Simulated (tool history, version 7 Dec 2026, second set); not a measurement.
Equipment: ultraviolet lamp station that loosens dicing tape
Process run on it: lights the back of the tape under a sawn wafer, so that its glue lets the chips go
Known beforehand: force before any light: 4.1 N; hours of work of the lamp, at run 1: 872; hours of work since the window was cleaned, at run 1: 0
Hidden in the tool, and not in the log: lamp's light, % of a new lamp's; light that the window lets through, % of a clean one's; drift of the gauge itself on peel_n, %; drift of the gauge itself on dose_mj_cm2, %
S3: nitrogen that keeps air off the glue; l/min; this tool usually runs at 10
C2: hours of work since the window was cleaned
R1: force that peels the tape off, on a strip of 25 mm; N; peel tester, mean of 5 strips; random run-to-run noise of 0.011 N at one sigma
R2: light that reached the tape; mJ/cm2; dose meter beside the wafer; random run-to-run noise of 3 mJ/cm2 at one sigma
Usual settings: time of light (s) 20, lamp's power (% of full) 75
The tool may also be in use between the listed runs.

{"run": 1, "hour": 0.0, "time of light (s)": 20, "lamp's power (% of full)": 75, "S3": 10, "hours of work of the lamp": 872, "C2": 0, "R1": 0.511, "R2": 449}
{"run": 2, "hour": 71.7, "time of light (s)": 20, "lamp's power (% of full)": 75, "S3": 10, "hours of work of the lamp": 908, "C2": 36, "R1": 0.495, "R2": 453}
{"hour": 80.5, "done": "lamp changed"}
{"run": 3, "hour": 126.8, "time of light (s)": 20, "lamp's power (% of full)": 75, "S3": 10, "hours of work of the lamp": 23, "C2": 62, "R1": 0.494, "R2": 446}
{"run": 4, "hour": 213.5, "time of light (s)": 20, "lamp's power (% of full)": 75, "S3": 10, "hours of work of the lamp": 66, "C2": 105, "R1": 0.52, "R2": 455}
{"run": 5, "hour": 299.6, "time of light (s)": 20, "lamp's power (% of full)": 75, "S3": 10, "hours of work of the lamp": 109, "C2": 148, "R1": 0.521, "R2": 457}
{"run": 6, "hour": 366.1, "time of light (s)": 20, "lamp's power (% of full)": 75, "S3": 10, "hours of work of the lamp": 142, "C2": 181, "R1": 0.523, "R2": 450}
{"run": 7, "hour": 423.0, "time of light (s)": 20, "lamp's power (% of full)": 75, "S3": 10, "hours of work of the lamp": 170, "C2": 209, "R1": 0.513, "R2": 454}
{"run": 8, "hour": 515.8, "time of light (s)": 20, "lamp's power (% of full)": 75, "S3": 10, "hours of work of the lamp": 216, "C2": 255, "R1": 0.5, "R2": 453}
{"run": 9, "hour": 583.1, "time of light (s)": 20, "lamp's power (% of full)": 75, "S3": 16, "hours of work of the lamp": 249, "C2": 289, "R1": 0.427, "R2": 452}
{"run": 10, "hour": 639.7, "time of light (s)": 20, "lamp's power (% of full)": 75, "S3": 10, "hours of work of the lamp": 277, "C2": 317, "R1": 0.505, "R2": 452}
{"run": 11, "hour": 705.8, "time of light (s)": 20, "lamp's power (% of full)": 75, "S3": 10, "hours of work of the lamp": 310, "C2": 350, "R1": 0.509, "R2": 456}
{"run": 12, "hour": 795.3, "time of light (s)": 20, "lamp's power (% of full)": 75, "S3": 10, "hours of work of the lamp": 355, "C2": 394, "R1": 0.522, "R2": 451}
{"run": 13, "hour": 864.7, "time of light (s)": 20, "lamp's power (% of full)": 75, "S3": 10, "hours of work of the lamp": 389, "C2": 428, "R1": 0.502, "R2": 456}
{"run": 14, "hour": 938.8, "time of light (s)": 20, "lamp's power (% of full)": 75, "S3": 10, "hours of work of the lamp": 426, "C2": 465, "R1": 0.518, "R2": 455}
{"run": 15, "hour": 1000.7, "time of light (s)": 20, "lamp's power (% of full)": 75, "S3": 10, "hours of work of the lamp": 457, "C2": 496, "R1": 0.509, "R2": 448}
{"hour": 1054.5, "done": "window cleaned of glue's vapour"}
{"run": 16, "hour": 1071.5, "time of light (s)": 20, "lamp's power (% of full)": 75, "S3": 10, "hours of work of the lamp": 491, "C2": 8, "R1": 0.501, "R2": 450}
{"run": 17, "hour": 1156.3, "time of light (s)": 20, "lamp's power (% of full)": 67, "S3": 10, "hours of work of the lamp": 533, "C2": 51, "R1": 0.609, "R2": 403}
{"run": 18, "hour": 1209.0, "time of light (s)": 20, "lamp's power (% of full)": 67, "S3": 10, "hours of work of the lamp": 560, "C2": 77, "R1": 0.62, "R2": 405}
{"run": 19, "hour": 1267.1, "time of light (s)": 20, "lamp's power (% of full)": 67, "S3": 10, "hours of work of the lamp": 588, "C2": 105, "R1": 0.612, "R2": 406}
{"run": 20, "hour": 1328.2, "time of light (s)": 20, "lamp's power (% of full)": 67, "S3": 10, "hours of work of the lamp": 619, "C2": 136, "R1": 0.593, "R2": 400}
{"run": 21, "hour": 1382.9, "time of light (s)": 20, "lamp's power (% of full)": 67, "S3": 10, "hours of work of the lamp": 646, "C2": 163, "R1": 0.579, "R2": 400}
{"run": 22, "hour": 1461.4, "time of light (s)": 31, "lamp's power (% of full)": 75, "S3": 3, "hours of work of the lamp": 685, "C2": 202, "R1": 0.484, "R2": 701}
{"run": 23, "hour": 1548.5, "time of light (s)": 20, "lamp's power (% of full)": 68, "S3": 14, "hours of work of the lamp": 728, "C2": 245, "R1": 0.52, "R2": 408}
{"run": 24, "hour": 1602.0, "time of light (s)": 26, "lamp's power (% of full)": 91, "S3": 5, "hours of work of the lamp": 755, "C2": 272, "R1": 0.365, "R2": 714}
{"run": 25, "hour": 1698.0, "time of light (s)": 26, "lamp's power (% of full)": 91, "S3": 5, "hours of work of the lamp": 802, "C2": 319, "R1": 0.361, "R2": 707}
{"run": 26, "hour": 1757.1, "time of light (s)": 23, "lamp's power (% of full)": 91, "S3": 5, "hours of work of the lamp": 832, "C2": 349, "R1": 0.431, "R2": 628}
{"run": 27, "hour": 1820.0, "time of light (s)": 23, "lamp's power (% of full)": 91, "S3": 5, "hours of work of the lamp": 863, "C2": 380, "R1": 0.441, "R2": 628}
{"run": 28, "hour": 1891.8, "time of light (s)": 20, "lamp's power (% of full)": 75, "S3": 10, "hours of work of the lamp": 898, "C2": 415, "R1": 0.523, "R2": 454}
{"hour": 1926.6, "done": "lamp changed"}
{"run": 29, "hour": 1963.9, "time of light (s)": 17, "lamp's power (% of full)": 71, "S3": 4, "hours of work of the lamp": 18, "C2": 451, "R1": 1.084, "R2": 369}
{"run": 30, "hour": 2005.5, "time of light (s)": 16, "lamp's power (% of full)": 75, "S3": 10, "hours of work of the lamp": 39, "C2": 471, "R1": 0.708, "R2": 361}
{"run": 31, "hour": 2066.1, "time of light (s)": 20, "lamp's power (% of full)": 62, "S3": 10, "hours of work of the lamp": 69, "C2": 501, "R1": 0.687, "R2": 377}
{"run": 32, "hour": 2107.5, "time of light (s)": 20, "lamp's power (% of full)": 62, "S3": 10, "hours of work of the lamp": 90, "C2": 522, "R1": 0.676, "R2": 374}
{"hour": 2114.6, "done": "window cleaned of glue's vapour"}
{"run": 33, "hour": 2176.6, "time of light (s)": 20, "lamp's power (% of full)": 62, "S3": 10, "hours of work of the lamp": 124, "C2": 31, "R1": 0.699, "R2": 371}
{"run": 34, "hour": 2238.2, "time of light (s)": 20, "lamp's power (% of full)": 62, "S3": 10, "hours of work of the lamp": 154, "C2": 61, "R1": 0.676, "R2": 374}
{"run": 35, "hour": 2278.5, "time of light (s)": 20, "lamp's power (% of full)": 62, "S3": 10, "hours of work of the lamp": 174, "C2": 81, "R1": 0.665, "R2": 374}
{"run": 36, "hour": 2352.1, "time of light (s)": 19, "lamp's power (% of full)": 75, "S3": 3, "hours of work of the lamp": 211, "C2": 118, "R1": 1.008, "R2": 429}
{"run": 37, "hour": 2428.2, "time of light (s)": 19, "lamp's power (% of full)": 75, "S3": 3, "hours of work of the lamp": 249, "C2": 156, "R1": 0.97, "R2": 434}
{"run": 38, "hour": 2495.7, "time of light (s)": 20, "lamp's power (% of full)": 78, "S3": 3, "hours of work of the lamp": 282, "C2": 189, "R1": 0.919, "R2": 467}
{"run": 39, "hour": 2588.7, "time of light (s)": 10, "lamp's power (% of full)": 94, "S3": 4, "hours of work of the lamp": 328, "C2": 235, "R1": 1.382, "R2": 289}
{"run": 40, "hour": 2679.7, "time of light (s)": 10, "lamp's power (% of full)": 94, "S3": 4, "hours of work of the lamp": 373, "C2": 280, "R1": 1.433, "R2": 282}
{"run": 41, "hour": 2768.8, "time of light (s)": 10, "lamp's power (% of full)": 94, "S3": 4, "hours of work of the lamp": 418, "C2": 325, "R1": 1.454, "R2": 284}
{"run": 42, "hour": 2862.9, "time of light (s)": 35, "lamp's power (% of full)": 98, "S3": 17, "hours of work of the lamp": 464, "C2": 371, "R1": 0.177, "R2": 1047}

Forecast each of these 4 alternatives for the next run:
{"run": "A", "hour": 2925.7, "time of light (s)": 24, "lamp's power (% of full)": 92, "S3": 8, "hours of work of the lamp": 495, "C2": 402, "R1": "?", "R2": "?"}
{"run": "B", "hour": 2925.7, "time of light (s)": 12, "lamp's power (% of full)": 84, "S3": 4, "hours of work of the lamp": 495, "C2": 402, "R1": "?", "R2": "?"}
{"run": "C", "hour": 2925.7, "time of light (s)": 35, "lamp's power (% of full)": 81, "S3": 7, "hours of work of the lamp": 495, "C2": 402, "R1": "?", "R2": "?"}
{"run": "D", "hour": 2925.7, "time of light (s)": 31, "lamp's power (% of full)": 91, "S3": 15, "hours of work of the lamp": 495, "C2": 402, "R1": "?", "R2": "?"}

run=A R1=0.297 R2=668
run=B R1=1.331 R2=305
run=C R1=0.241 R2=859
run=D R1=0.185 R2=857
The same runs, with their run-to-run variation unchanged, on a tool lacking any hidden condition would have given:
run=A R1=0.296 R2=669
run=B R1=1.329 R2=306
run=C R1=0.240 R2=860
run=D R1=0.185 R2=859
